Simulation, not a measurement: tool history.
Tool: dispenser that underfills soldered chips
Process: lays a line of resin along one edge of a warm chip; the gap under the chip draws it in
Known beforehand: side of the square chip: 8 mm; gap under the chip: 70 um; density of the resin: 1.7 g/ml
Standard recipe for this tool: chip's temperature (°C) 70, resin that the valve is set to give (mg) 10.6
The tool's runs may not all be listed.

run	hour	chip's temperature (°C)	resin that the valve is set to give (mg)	time until the resin shows at the far edge (s)	resin that the valve gave (mg)
1	0	70	10.6	64.2	10.44
2	3.7	70	10.6	69.6	10.56
3	7.5	70	12.6	75.5	12.46
# hour 10.1: new syringe of resin
4	13.8	70	12.6	61.9	12.41
5	17.5	81	10.6	46.3	10.35
6	20.7	63	10.6	101.5	10.35
# hour 23.1: new syringe of resin
7	24.9	70	10.6	63.4	10.42
8	28.1	70	10.6	68.3	10.44
9	34.9	70	10.6	80.5	10.29
# hour 36.4: new syringe of resin
10	41.2	56	10.6	117	10.21
11	46.7	56	10.6	134.8	10.22
# hour 49.4: new syringe of resin
12	53.4	56	10.6	118	10.21
13	58	58	10.6	118.2	10.12
# hour 62.4: new syringe of resin
14	65	65	13.4	74.4	12.79
15	71.3	65	13.4	84.7	12.74
# hour 72.8: dispensing valve cleaned and set on the balance
# hour 76.4: new syringe of resin
16	76.6	66	13.3	64.9	13.33
17	81.2	78	9.1	52	9.16
18	87.5	78	9.1	60.3	9.11
# hour 89.5: new syringe of resin
19	93.5	78	9.1	50.8	9.05
20	97.9	56	9.1	132	9.01
# hour 103.1: new syringe of resin
21	104.6	56	9.1	110.1	8.82
22	108.4	55	13.8	118.6	13.38
23	114.4	69	10.3	80.5	9.93
# hour 116.4: new syringe of resin
24	118.7	69	10.3	62.6	10.04
25	124.4	74	9.7	62.3	9.43

Same runs, no hidden state in the tool, same run-to-run variation:
Hidden state at play: resin's viscosity, % of fresh resin's; dose that the valve gives, % of what is set; true chip temperature over the reading, C; drift of the gauge itself on fill_s, %; drift of the gauge itself on given_mg, %.
run	time until the resin shows at the far edge (s)	resin that the valve gave (mg)
1	62.9	10.53
2	62.2	10.68
3	61.5	12.62
4	59.9	12.61
5	40.7	10.55
6	82.9	10.57
7	62.5	10.67
8	62.3	10.71
9	62.1	10.59
10	109.1	10.55
11	109.5	10.61
12	111.1	10.64
13	99.5	10.58
14	73.9	13.42
15	72.1	13.42
16	68.1	13.34
17	48.5	9.2
18	48	9.18
19	48.5	9.15
20	113.7	9.14
21	112.3	8.98
22	110.9	13.66
23	64.4	10.17
24	63.9	10.31
25	55.1	9.71

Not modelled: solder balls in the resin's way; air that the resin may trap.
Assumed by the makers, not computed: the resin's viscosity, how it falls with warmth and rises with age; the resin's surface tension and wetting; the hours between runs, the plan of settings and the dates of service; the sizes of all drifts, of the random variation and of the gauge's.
